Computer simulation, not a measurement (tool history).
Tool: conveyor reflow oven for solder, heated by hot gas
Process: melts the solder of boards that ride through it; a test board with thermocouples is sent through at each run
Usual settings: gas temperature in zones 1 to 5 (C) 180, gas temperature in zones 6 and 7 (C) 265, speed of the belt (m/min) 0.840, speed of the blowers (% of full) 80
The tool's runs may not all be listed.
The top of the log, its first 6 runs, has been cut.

run	hour	gas temperature in zones 1 to 5 (C)	gas temperature in zones 6 and 7 (C)	speed of the belt (m/min)	speed of the blowers (% of full)	highest temperature of the board (C)	time above the solder's melting point (s)
7	88.6	180	265	0.840	85	253.11	45.51
8	103.8	180	265	0.840	80	252.35	44.89
9	117.1	180	271	0.840	80	257.62	47.22
10	132.4	180	265	0.840	80	252.30	44.89
11	149.0	180	265	0.840	80	252.34	44.82
12	157.8	182	265	0.840	80	252.70	45.59
13	177.2	182	265	0.840	80	252.68	45.63
14	197.4	182	265	0.840	80	252.69	45.58
15	210.9	182	265	0.840	80	252.56	45.63
16	227.1	180	277	0.756	80	265.75	56.35
17	242.0	180	277	0.756	80	265.71	56.26
18	260.2	180	277	0.756	80	265.80	56.24
19	280.5	180	265	0.840	55	246.76	40.41
20	289.3	180	265	0.840	55	246.91	40.46

Estimate the outcome of run 21 from the log above:
21	301.5	180	265	0.840	55	?	?

{"run 21": {"highest temperature of the board (C)": 246.89, "time above the solder's melting point (s)": 40.42}}
Had the tool carried no hidden state, the very same run would have given highest temperature of the board (C) 246.89, time above the solder's melting point (s) 40.41.
